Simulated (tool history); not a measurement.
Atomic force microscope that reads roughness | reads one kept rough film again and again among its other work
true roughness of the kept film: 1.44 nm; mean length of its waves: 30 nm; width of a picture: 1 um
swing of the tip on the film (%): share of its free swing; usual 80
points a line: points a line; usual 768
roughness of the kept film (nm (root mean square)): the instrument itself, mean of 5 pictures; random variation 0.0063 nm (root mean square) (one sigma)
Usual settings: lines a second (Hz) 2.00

run,day,lines a second (Hz),swing of the tip on the film (%),points a line,roughness of the kept film (nm (root mean square))
1,0.000,2.00,80,768,1.055
# day 0.342: new tip fitted
2,2.342,2.00,80,768,1.153
3,5.325,2.00,80,348,1.044
# day 5.896: new tip fitted
4,6.996,2.00,80,348,1.168
5,9.608,2.00,80,348,1.087
# day 11.562: new tip fitted
6,12.333,2.00,80,348,1.183
7,15.300,2.00,80,348,1.088
# day 17.200: new tip fitted
8,17.396,2.00,80,348,1.212
9,19.512,2.00,80,348,1.137
10,21.975,2.00,82,768,1.060
# day 22.733: new tip fitted
11,24.300,2.00,82,768,1.156
12,25.712,2.00,82,768,1.110
13,27.767,2.00,85,768,1.024
# day 28.258: new tip fitted
14,30.950,2.00,78,768,1.159
15,33.588,0.75,62,403,1.127
# day 33.896: new tip fitted
16,35.142,0.94,87,768,1.205
17,38.325,0.94,87,768,1.117
# day 39.583: new tip fitted
18,41.033,0.94,87,768,1.223
19,43.021,0.53,78,768,1.208
# day 45.067: new tip fitted
20,45.067,0.52,62,552,1.339
21,46.696,2.00,74,768,1.203
# day 49.567: height scale calibrated on a step standard
22,50.146,0.87,78,768,1.118
# day 50.650: new tip fitted
23,51.621,0.85,86,706,1.237
24,53.029,2.00,86,768,1.089
25,54.571,1.65,55,568,1.186
# day 56.196: new tip fitted
26,57.429,1.68,59,742,1.273
27,60.233,2.52,81,768,1.039
# day 61.758: new tip fitted
28,63.079,2.52,81,768,1.134

Hidden state or all else? Some run-to-run changes of roughness of the kept film (nm (root mean square)), split into what the settings, what came in and random variation would give without the hidden state, and what is left for the hidden state (with any gauge scatter that isn't in both results):
The hidden state here: radius of the tip, nm; height scale over the true one, %; drift of the gauge itself on roughness_nm, %.
Run 15 -> 16: lines a second (Hz) 0.75 -> 0.94, swing of the tip on the film (%) 62 -> 87, points a line 403 -> 768, new tip fitted. roughness of the kept film (nm (root mean square)) +0.078: hidden state +0.145, all else -0.067.
Run 22 -> 23: lines a second (Hz) 0.87 -> 0.85, swing of the tip on the film (%) 78 -> 86, points a line 768 -> 706, new tip fitted. roughness of the kept film (nm (root mean square)) +0.119: hidden state +0.144, all else -0.025.
Run 23 -> 24: lines a second (Hz) 0.85 -> 2.00, points a line 706 -> 768. roughness of the kept film (nm (root mean square)) -0.148: hidden state -0.041, all else -0.107.
Run 26 -> 27: lines a second (Hz) 1.68 -> 2.52, swing of the tip on the film (%) 59 -> 81, points a line 742 -> 768. roughness of the kept film (nm (root mean square)) -0.234: hidden state -0.094, all else -0.140.

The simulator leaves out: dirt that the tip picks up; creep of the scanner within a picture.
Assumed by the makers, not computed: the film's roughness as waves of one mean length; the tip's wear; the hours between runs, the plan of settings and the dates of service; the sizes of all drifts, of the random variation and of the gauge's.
